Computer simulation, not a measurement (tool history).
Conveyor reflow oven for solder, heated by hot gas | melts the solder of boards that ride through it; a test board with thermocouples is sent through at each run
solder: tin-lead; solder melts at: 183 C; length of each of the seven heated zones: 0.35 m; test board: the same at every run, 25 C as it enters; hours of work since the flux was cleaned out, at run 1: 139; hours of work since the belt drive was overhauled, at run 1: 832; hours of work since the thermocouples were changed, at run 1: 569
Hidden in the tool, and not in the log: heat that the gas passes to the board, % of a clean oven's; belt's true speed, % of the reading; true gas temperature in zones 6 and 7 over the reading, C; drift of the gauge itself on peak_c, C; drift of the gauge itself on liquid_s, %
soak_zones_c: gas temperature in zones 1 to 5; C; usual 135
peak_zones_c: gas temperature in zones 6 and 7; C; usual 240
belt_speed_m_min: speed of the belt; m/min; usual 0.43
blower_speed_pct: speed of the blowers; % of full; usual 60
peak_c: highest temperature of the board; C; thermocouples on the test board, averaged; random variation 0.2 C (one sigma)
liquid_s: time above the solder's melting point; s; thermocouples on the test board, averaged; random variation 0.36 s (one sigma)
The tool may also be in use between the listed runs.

run	hour	soak_zones_c	peak_zones_c	belt_speed_m_min	blower_speed_pct	hours of work since the flux was cleaned out	hours of work since the belt drive was overhauled	hours of work since the thermocouples were changed	peak_c	liquid_s
1	0	135	240	0.43	60	139	832	569	216.7	71.9
2	23.3	135	240	0.43	60	155	849	586	216.9	71.4
3	52.1	135	240	0.43	60	176	870	607	216.9	71.5
# hour 68.2: flux residue cleaned out of gas plates and filters
4	79.8	135	240	0.43	60	8	886	623	217.8	72.9
# hour 85.6: belt drive overhauled, speed set with a stopwatch
5	104.5	135	240	0.43	60	23	14	638	218.4	74.5
6	140.2	135	240	0.43	60	49	39	663	218.3	75

Forecast run 7:
7	161.1	139	240	0.43	60	64	54	678	?	?

{"run 7": {"peak_c": 218.8, "liquid_s": 77.4}}
Without the tool's hidden state the same run would have given peak_c 215.8 C, liquid_s 71.1 s.
